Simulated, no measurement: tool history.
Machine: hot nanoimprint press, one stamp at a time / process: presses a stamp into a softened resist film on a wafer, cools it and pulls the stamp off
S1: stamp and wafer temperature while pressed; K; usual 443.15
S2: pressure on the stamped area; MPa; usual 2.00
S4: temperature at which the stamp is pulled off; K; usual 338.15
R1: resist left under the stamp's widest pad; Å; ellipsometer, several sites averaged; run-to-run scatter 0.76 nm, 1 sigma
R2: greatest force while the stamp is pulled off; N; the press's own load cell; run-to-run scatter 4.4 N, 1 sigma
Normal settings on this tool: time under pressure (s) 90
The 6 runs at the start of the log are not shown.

{"run": 7, "hour": 155.2, "S1": 443.15, "S2": 2.0, "time under pressure (s)": 90, "S4": 340.15, "R1": 1059, "R2": 227}
{"run": 8, "hour": 191.7, "S1": 443.15, "S2": 2.0, "time under pressure (s)": 90, "S4": 340.15, "R1": 1058, "R2": 233}
{"run": 9, "hour": 210.5, "S1": 443.15, "S2": 2.0, "time under pressure (s)": 90, "S4": 340.15, "R1": 1069, "R2": 226}
{"run": 10, "hour": 238.6, "S1": 443.15, "S2": 2.0, "time under pressure (s)": 90, "S4": 340.15, "R1": 1077, "R2": 231}
{"run": 11, "hour": 268.1, "S1": 443.15, "S2": 2.0, "time under pressure (s)": 90, "S4": 340.15, "R1": 1072, "R2": 239}
{"run": 12, "hour": 286.9, "S1": 443.15, "S2": 2.0, "time under pressure (s)": 90, "S4": 340.15, "R1": 1080, "R2": 234}
{"run": 13, "hour": 306.0, "S1": 443.15, "S2": 2.0, "time under pressure (s)": 90, "S4": 340.15, "R1": 1067, "R2": 241}
{"run": 14, "hour": 339.0, "S1": 443.15, "S2": 2.0, "time under pressure (s)": 82, "S4": 340.15, "R1": 1145, "R2": 239}
{"hour": 356.5, "done": "plate thermocouple calibrated"}
{"run": 15, "hour": 380.5, "S1": 443.15, "S2": 2.0, "time under pressure (s)": 82, "S4": 340.15, "R1": 1000, "R2": 240}

Forecast run 16:
{"run": 16, "hour": 407.2, "S1": 448.15, "S2": 1.56, "time under pressure (s)": 85, "S4": 336.15, "R1": "?", "R2": "?"}

{"run 16": {"R1": 876, "R2": 257}}
The same run, on a tool lacking any hidden state, would have yielded R1 873 Å, R2 227 N.
